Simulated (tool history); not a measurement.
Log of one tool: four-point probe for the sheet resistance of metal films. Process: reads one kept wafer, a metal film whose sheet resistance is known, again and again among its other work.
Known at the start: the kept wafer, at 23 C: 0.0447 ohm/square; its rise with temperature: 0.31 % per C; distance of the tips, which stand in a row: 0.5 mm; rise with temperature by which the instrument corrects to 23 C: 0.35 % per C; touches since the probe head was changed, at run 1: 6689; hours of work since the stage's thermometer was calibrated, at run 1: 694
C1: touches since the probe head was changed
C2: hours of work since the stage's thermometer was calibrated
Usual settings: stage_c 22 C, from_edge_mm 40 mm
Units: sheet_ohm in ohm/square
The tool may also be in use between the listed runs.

run 1 hour=0 | stage_c=22 from_edge_mm=40 | C1=6689 C2=694 | sheet_ohm=0.044697
run 2 hour=23.4 | stage_c=22 from_edge_mm=40 | C1=7685 C2=706 | sheet_ohm=0.044694
run 3 hour=39.6 | stage_c=22 from_edge_mm=40 | C1=8376 C2=714 | sheet_ohm=0.044688
run 4 hour=51.5 | stage_c=22 from_edge_mm=40 | C1=8883 C2=720 | sheet_ohm=0.044678
run 5 hour=71 | stage_c=22 from_edge_mm=40 | C1=9710 C2=730 | sheet_ohm=0.044682
run 6 hour=86.5 | stage_c=22 from_edge_mm=40 | C1=10373 C2=738 | sheet_ohm=0.044673
run 7 hour=102.8 | stage_c=22 from_edge_mm=40 | C1=11066 C2=747 | sheet_ohm=0.044673
run 8 hour=119.4 | stage_c=22 from_edge_mm=40 | C1=11772 C2=755 | sheet_ohm=0.044669
run 9 hour=135.6 | stage_c=22 from_edge_mm=40 | C1=12461 C2=764 | sheet_ohm=0.044656
run 10 hour=156.3 | stage_c=22 from_edge_mm=40 | C1=13345 C2=774 | sheet_ohm=0.044677
run 11 hour=171 | stage_c=22 from_edge_mm=17 | C1=13971 C2=782 | sheet_ohm=0.044686
run 12 hour=185.9 | stage_c=22 from_edge_mm=17 | C1=14605 C2=790 | sheet_ohm=0.044678
run 13 hour=208 | stage_c=30 from_edge_mm=40 | C1=15545 C2=801 | sheet_ohm=0.044507
run 14 hour=232.5 | stage_c=22 from_edge_mm=16 | C1=16589 C2=813 | sheet_ohm=0.044695
run 15 hour=253.2 | stage_c=22 from_edge_mm=16 | C1=17471 C2=824 | sheet_ohm=0.044677
run 16 hour=269.8 | stage_c=22 from_edge_mm=16 | C1=18177 C2=833 | sheet_ohm=0.044697
run 17 hour=285 | stage_c=22 from_edge_mm=16 | C1=18825 C2=840 | sheet_ohm=0.044669
run 18 hour=311.2 | stage_c=22 from_edge_mm=10 | C1=19938 C2=854 | sheet_ohm=0.044721
run 19 hour=332 | stage_c=22 from_edge_mm=10 | C1=20826 C2=865 | sheet_ohm=0.044712
run 20 hour=352.7 | stage_c=22 from_edge_mm=10 | C1=21706 C2=875 | sheet_ohm=0.044712
run 21 hour=377.4 | stage_c=22 from_edge_mm=40 | C1=22756 C2=888 | sheet_ohm=0.044663
run 22 hour=401.7 | stage_c=22 from_edge_mm=15 | C1=23792 C2=900 | sheet_ohm=0.044672
run 23 hour=419.1 | stage_c=22 from_edge_mm=15 | C1=24532 C2=909 | sheet_ohm=0.044665
run 24 hour=434.6 | stage_c=22 from_edge_mm=15 | C1=25192 C2=917 | sheet_ohm=0.044661
run 25 hour=452 | stage_c=22 from_edge_mm=15 | C1=25933 C2=926 | sheet_ohm=0.044654
run 26 hour=469 | stage_c=23 from_edge_mm=3 | C1=26656 C2=935 | sheet_ohm=0.045293
run 27 hour=492.6 | stage_c=23 from_edge_mm=3 | C1=27661 C2=947 | sheet_ohm=0.04528
run 28 hour=510.8 | stage_c=22 from_edge_mm=53 | C1=28437 C2=956 | sheet_ohm=0.044638
run 29 hour=529.5 | stage_c=20 from_edge_mm=40 | C1=29234 C2=966 | sheet_ohm=0.044676
run 30 hour=553.5 | stage_c=20 from_edge_mm=40 | C1=30255 C2=978 | sheet_ohm=0.044675
run 31 hour=565.4 | stage_c=26 from_edge_mm=40 | C1=30763 C2=985 | sheet_ohm=0.044547
run 32 hour=582.3 | stage_c=22 from_edge_mm=71 | C1=31482 C2=993 | sheet_ohm=0.044636
run 33 hour=600 | stage_c=19 from_edge_mm=71 | C1=32234 C2=1002 | sheet_ohm=0.044692
run 34 hour=612 | stage_c=24 from_edge_mm=10 | C1=32744 C2=1008 | sheet_ohm=0.044651
run 35 hour=626.8 | stage_c=20 from_edge_mm=10 | C1=33374 C2=1016 | sheet_ohm=0.044729
run 36 hour=650.3 | stage_c=25 from_edge_mm=9 | C1=34378 C2=1028 | sheet_ohm=0.044639
run 37 hour=674.6 | stage_c=25 from_edge_mm=9 | C1=35412 C2=1041 | sheet_ohm=0.04464
run 38 hour=696.8 | stage_c=25 from_edge_mm=9 | C1=36357 C2=1052 | sheet_ohm=0.044643
run 39 hour=716.3 | stage_c=27 from_edge_mm=10 | C1=37185 C2=1062 | sheet_ohm=0.044591
run 40 hour=731.2 | stage_c=27 from_edge_mm=10 | C1=37821 C2=1070 | sheet_ohm=0.04458
run 41 hour=751.5 | stage_c=32 from_edge_mm=40 | C1=38686 C2=1080 | sheet_ohm=0.044427
run 42 hour=766 | stage_c=32 from_edge_mm=40 | C1=39304 C2=1088 | sheet_ohm=0.044408
run 43 hour=777.9 | stage_c=20 from_edge_mm=7 | C1=39810 C2=1094 | sheet_ohm=0.044781
run 44 hour=790.4 | stage_c=20 from_edge_mm=7 | C1=40343 C2=1100 | sheet_ohm=0.044783
run 45 hour=810 | stage_c=24 from_edge_mm=16 | C1=41177 C2=1110 | sheet_ohm=0.044584
run 46 hour=835.7 | stage_c=28 from_edge_mm=40 | C1=42268 C2=1123 | sheet_ohm=0.044505

Forecast each of these 3 alternatives for the next run:
run A hour=849.9 | stage_c=22 from_edge_mm=18 | C1=42874 C2=1131 | sheet_ohm=?
run B hour=849.9 | stage_c=27 from_edge_mm=27 | C1=42874 C2=1131 | sheet_ohm=?
run C hour=849.9 | stage_c=31 from_edge_mm=10 | C1=42874 C2=1131 | sheet_ohm=?

run=A sheet_ohm=0.044616
run=B sheet_ohm=0.044522
run=C sheet_ohm=0.044494
Without the tool's hidden state the same runs would have given:
run=A sheet_ohm=0.044727
run=B sheet_ohm=0.044632
run=C sheet_ohm=0.044603
